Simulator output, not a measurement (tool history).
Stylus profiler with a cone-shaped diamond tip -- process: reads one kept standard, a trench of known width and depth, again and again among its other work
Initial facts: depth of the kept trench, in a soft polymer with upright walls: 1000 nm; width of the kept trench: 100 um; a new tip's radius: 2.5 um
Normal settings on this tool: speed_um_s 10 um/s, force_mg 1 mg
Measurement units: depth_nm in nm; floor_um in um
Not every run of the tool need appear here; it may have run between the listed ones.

{"run": 1, "hour": 0.0, "speed_um_s": 10, "force_mg": 1, "depth_nm": 1009.94, "floor_um": 95.9}
{"run": 2, "hour": 18.5, "speed_um_s": 10, "force_mg": 1, "depth_nm": 1009.76, "floor_um": 95.85}
{"run": 3, "hour": 40.5, "speed_um_s": 10, "force_mg": 1, "depth_nm": 1009.81, "floor_um": 95.89}
{"run": 4, "hour": 70.6, "speed_um_s": 11, "force_mg": 1, "depth_nm": 1009.79, "floor_um": 95.83}
{"run": 5, "hour": 92.2, "speed_um_s": 10, "force_mg": 1, "depth_nm": 1009.64, "floor_um": 95.9}
{"run": 6, "hour": 114.4, "speed_um_s": 10, "force_mg": 1.19, "depth_nm": 1010.89, "floor_um": 95.8}
{"run": 7, "hour": 147.7, "speed_um_s": 10, "force_mg": 1.19, "depth_nm": 1011.12, "floor_um": 95.83}
{"run": 8, "hour": 169.8, "speed_um_s": 10, "force_mg": 1.19, "depth_nm": 1011, "floor_um": 95.78}
{"run": 9, "hour": 195.2, "speed_um_s": 10, "force_mg": 1.19, "depth_nm": 1011.31, "floor_um": 95.74}
{"run": 10, "hour": 209.6, "speed_um_s": 10, "force_mg": 2.43, "depth_nm": 1017.34, "floor_um": 95.71}
{"run": 11, "hour": 235.3, "speed_um_s": 10, "force_mg": 1, "depth_nm": 1009.57, "floor_um": 95.7}
{"run": 12, "hour": 251.6, "speed_um_s": 10, "force_mg": 0.34, "depth_nm": 1004.92, "floor_um": 95.67}
{"run": 13, "hour": 267.4, "speed_um_s": 10, "force_mg": 0.38, "depth_nm": 1005.55, "floor_um": 95.66}
{"run": 14, "hour": 302.4, "speed_um_s": 10, "force_mg": 0.83, "depth_nm": 1008.34, "floor_um": 95.65}
{"run": 15, "hour": 327.2, "speed_um_s": 10, "force_mg": 0.83, "depth_nm": 1008.22, "floor_um": 95.6}
{"run": 16, "hour": 362.9, "speed_um_s": 10, "force_mg": 2.51, "depth_nm": 1017.39, "floor_um": 95.66}
{"run": 17, "hour": 386.8, "speed_um_s": 10, "force_mg": 2.51, "depth_nm": 1017.37, "floor_um": 95.63}
{"run": 18, "hour": 412.9, "speed_um_s": 10, "force_mg": 1.39, "depth_nm": 1011.54, "floor_um": 95.61}
{"run": 19, "hour": 439.2, "speed_um_s": 7, "force_mg": 1, "depth_nm": 1009.15, "floor_um": 95.56}
{"run": 20, "hour": 456.7, "speed_um_s": 7, "force_mg": 1, "depth_nm": 1009.27, "floor_um": 95.61}
{"run": 21, "hour": 488.1, "speed_um_s": 2, "force_mg": 1, "depth_nm": 1009.78, "floor_um": 95.58}
{"run": 22, "hour": 512.5, "speed_um_s": 2, "force_mg": 1, "depth_nm": 1009.35, "floor_um": 95.51}
{"run": 23, "hour": 539.8, "speed_um_s": 2, "force_mg": 1, "depth_nm": 1009.08, "floor_um": 95.5}
{"run": 24, "hour": 555.4, "speed_um_s": 2, "force_mg": 1, "depth_nm": 1009.79, "floor_um": 95.48}
{"run": 25, "hour": 570.4, "speed_um_s": 2, "force_mg": 1, "depth_nm": 1009.24, "floor_um": 95.45}
{"run": 26, "hour": 595.1, "speed_um_s": 2, "force_mg": 1, "depth_nm": 1009.5, "floor_um": 95.48}
{"run": 27, "hour": 628.4, "speed_um_s": 3, "force_mg": 1, "depth_nm": 1009.36, "floor_um": 95.43}
{"run": 28, "hour": 657.4, "speed_um_s": 10, "force_mg": 2.57, "depth_nm": 1017.34, "floor_um": 95.41}
{"run": 29, "hour": 679.6, "speed_um_s": 10, "force_mg": 1, "depth_nm": 1009.18, "floor_um": 95.38}
{"run": 30, "hour": 710.4, "speed_um_s": 10, "force_mg": 1, "depth_nm": 1008.99, "floor_um": 95.34}
{"run": 31, "hour": 731.9, "speed_um_s": 28, "force_mg": 0.59, "depth_nm": 1006.31, "floor_um": 95.32}
{"run": 32, "hour": 750.5, "speed_um_s": 6, "force_mg": 0.57, "depth_nm": 1006.29, "floor_um": 95.37}
{"run": 33, "hour": 767.6, "speed_um_s": 2, "force_mg": 2.83, "depth_nm": 1018.79, "floor_um": 95.31}
{"run": 34, "hour": 796.7, "speed_um_s": 2, "force_mg": 2.83, "depth_nm": 1018.43, "floor_um": 95.3}
{"run": 35, "hour": 832.1, "speed_um_s": 20, "force_mg": 1.39, "depth_nm": 1010.97, "floor_um": 95.24}
{"run": 36, "hour": 864.6, "speed_um_s": 20, "force_mg": 1.39, "depth_nm": 1011.66, "floor_um": 95.23}
{"run": 37, "hour": 893.8, "speed_um_s": 17, "force_mg": 1.54, "depth_nm": 1012.13, "floor_um": 95.19}
{"run": 38, "hour": 908.5, "speed_um_s": 32, "force_mg": 0.75, "depth_nm": 1007.27, "floor_um": 95.17}
{"run": 39, "hour": 925.9, "speed_um_s": 32, "force_mg": 0.75, "depth_nm": 1007.52, "floor_um": 95.06}
{"run": 40, "hour": 945.3, "speed_um_s": 32, "force_mg": 0.75, "depth_nm": 1007.3, "floor_um": 95.1}
{"run": 41, "hour": 965.0, "speed_um_s": 3, "force_mg": 0.64, "depth_nm": 1006.6, "floor_um": 95.14}
{"run": 42, "hour": 995.3, "speed_um_s": 5, "force_mg": 0.69, "depth_nm": 1006.61, "floor_um": 95.1}
{"run": 43, "hour": 1023.2, "speed_um_s": 10, "force_mg": 1.13, "depth_nm": 1009.49, "floor_um": 95.17}
{"run": 44, "hour": 1056.1, "speed_um_s": 11, "force_mg": 0.51, "depth_nm": 1005.61, "floor_um": 95.09}
{"run": 45, "hour": 1085.8, "speed_um_s": 5, "force_mg": 2.09, "depth_nm": 1014.44, "floor_um": 95.13}
{"run": 46, "hour": 1105.8, "speed_um_s": 3, "force_mg": 0.43, "depth_nm": 1004.48, "floor_um": 95.07}

Forecast each of these 5 alternatives for the next run:
{"run": "A", "hour": 1133.2, "speed_um_s": 25, "force_mg": 1, "depth_nm": "?", "floor_um": "?"}
{"run": "B", "hour": 1133.2, "speed_um_s": 7, "force_mg": 1.03, "depth_nm": "?", "floor_um": "?"}
{"run": "C", "hour": 1133.2, "speed_um_s": 37, "force_mg": 0.76, "depth_nm": "?", "floor_um": "?"}
{"run": "D", "hour": 1133.2, "speed_um_s": 7, "force_mg": 1, "depth_nm": "?", "floor_um": "?"}
{"run": "E", "hour": 1133.2, "speed_um_s": 2, "force_mg": 1, "depth_nm": "?", "floor_um": "?"}

run=A depth_nm=1008.42 floor_um=95.01
run=B depth_nm=1008.35 floor_um=95.05
run=C depth_nm=1007.14 floor_um=94.98
run=D depth_nm=1008.4 floor_um=95.06
run=E depth_nm=1008.27 floor_um=95.08
What these runs would have given with no unlogged condition in the tool:
run=A depth_nm=1009.08 floor_um=95.93
run=B depth_nm=1009 floor_um=95.97
run=C depth_nm=1007.8 floor_um=95.9
run=D depth_nm=1009.06 floor_um=95.98
run=E depth_nm=1008.93 floor_um=96
